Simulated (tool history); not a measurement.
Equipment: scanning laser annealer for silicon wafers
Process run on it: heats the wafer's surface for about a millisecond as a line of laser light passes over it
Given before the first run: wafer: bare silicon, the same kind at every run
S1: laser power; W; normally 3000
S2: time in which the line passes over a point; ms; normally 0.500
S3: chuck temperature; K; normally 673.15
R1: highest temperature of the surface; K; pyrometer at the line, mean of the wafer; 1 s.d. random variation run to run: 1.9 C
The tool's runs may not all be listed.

run	hour	S1	S2	S3	R1
1	0.0	3000	0.500	673.15	1397.15
2	46.8	3077	0.500	673.15	1416.15
3	87.5	3000	0.495	673.15	1389.15
4	146.6	3000	0.495	673.15	1395.15
5	176.1	3000	0.495	643.15	1367.15
6	208.0	3000	0.561	673.15	1432.15
7	251.4	3000	0.500	649.15	1373.15
8	285.1	3000	0.500	673.15	1396.15
9	321.8	2689	0.500	673.15	1304.15
# hour 374.7: optics aligned, line set to its width
10	378.5	3000	0.422	673.15	1342.15
11	404.9	3000	0.422	673.15	1344.15
12	459.2	3000	0.422	673.15	1344.15
13	484.9	3000	0.422	673.15	1342.15
14	529.8	3000	0.500	673.15	1395.15
15	586.4	3000	0.500	673.15	1393.15
16	613.4	3000	0.500	673.15	1394.15
17	665.6	3000	0.545	673.15	1424.15
18	719.2	3000	0.545	673.15	1424.15
19	753.3	3000	0.545	673.15	1422.15
20	805.0	3000	0.545	673.15	1423.15
21	841.9	3000	0.545	673.15	1423.15
22	867.3	2552	0.422	706.15	1257.15
23	907.0	3018	0.500	673.15	1403.15
24	937.7	3018	0.500	673.15	1400.15
25	981.9	3018	0.500	673.15	1404.15
26	1028.3	2657	0.476	670.15	1280.15
27	1052.2	3072	0.453	670.15	1377.15
28	1092.5	3072	0.453	670.15	1380.15
29	1133.5	3072	0.453	661.15	1374.15

The next listed run, before its measurement:
30	1190.9	3006	0.443	635.15	?

{"run 30": {"R1": 1322.15}}
The same run, on a tool lacking any hidden state, would have yielded R1 1323.15 K.
